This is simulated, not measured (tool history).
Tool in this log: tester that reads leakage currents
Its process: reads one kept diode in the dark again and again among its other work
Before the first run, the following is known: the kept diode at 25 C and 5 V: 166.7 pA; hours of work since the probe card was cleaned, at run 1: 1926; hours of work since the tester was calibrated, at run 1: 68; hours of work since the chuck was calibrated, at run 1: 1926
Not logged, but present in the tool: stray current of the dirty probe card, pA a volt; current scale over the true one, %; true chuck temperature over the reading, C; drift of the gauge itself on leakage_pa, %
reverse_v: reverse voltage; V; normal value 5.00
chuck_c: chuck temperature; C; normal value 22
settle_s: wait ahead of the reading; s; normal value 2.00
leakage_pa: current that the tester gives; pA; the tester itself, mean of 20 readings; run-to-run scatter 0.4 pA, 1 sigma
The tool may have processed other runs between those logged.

run    hour  reverse_v  chuck_c  settle_s  hours of work since the probe card was cleaned  hours of work since the tester was calibrated  hours of work since the chuck was calibrated  leakage_pa
  1     0.0       5.00       22      2.00                                            1926                                             68                                          1926      118.79
  2    87.9       5.00       22      2.00                                            1968                                            110                                          1968      119.07
  3   159.0       5.00       22      2.00                                            2002                                            144                                          2002      118.98
  4   270.7       5.00       22      2.00                                            2055                                            197                                          2055      118.21
  5   319.6       5.00       22      0.65                                            2079                                            220                                          2079      118.34
  6   414.1       5.00       22      2.00                                            2124                                            266                                          2124      117.54
  7   479.6       5.00       22      2.00                                            2155                                            297                                          2155      118.47
  8   542.4       5.00       22      2.00                                            2185                                            327                                          2185      117.67
  9   627.9       5.00       22      2.00                                            2226                                            368                                          2226      116.93
 10   681.0       5.00       22      8.17                                            2251                                            393                                          2251      116.33
 11   777.6       5.00       22      8.17                                            2297                                            439                                          2297      116.55
 12   864.8      16.59       22      0.51                                            2339                                            481                                          2339      194.07
 13   953.7       1.22       38      7.92                                            2381                                            523                                          2381      237.46
 14  1004.8       1.77       24      5.34                                            2406                                            547                                          2406       90.96
     1045.2  -- chuck's temperature calibrated
     1098.5  -- probe card cleaned and baked
 15  1131.4       8.58       37      0.50                                              16                                            605                                            40      525.52
 16  1211.1       1.28       20      0.30                                              54                                            643                                            78       67.77
 17  1308.1       6.30       20      0.30                                             100                                            690                                           124      122.92

Estimate the outcome of run 18 from the log above:
 18  1394.7      13.54       55      5.29                                             141                                            731                                           165           ?

Run 18 yielded leakage_pa 2199.59 pA.
On a tool with no hidden condition, and with the same random variation, this run would have come out at leakage_pa 2203.45 pA.
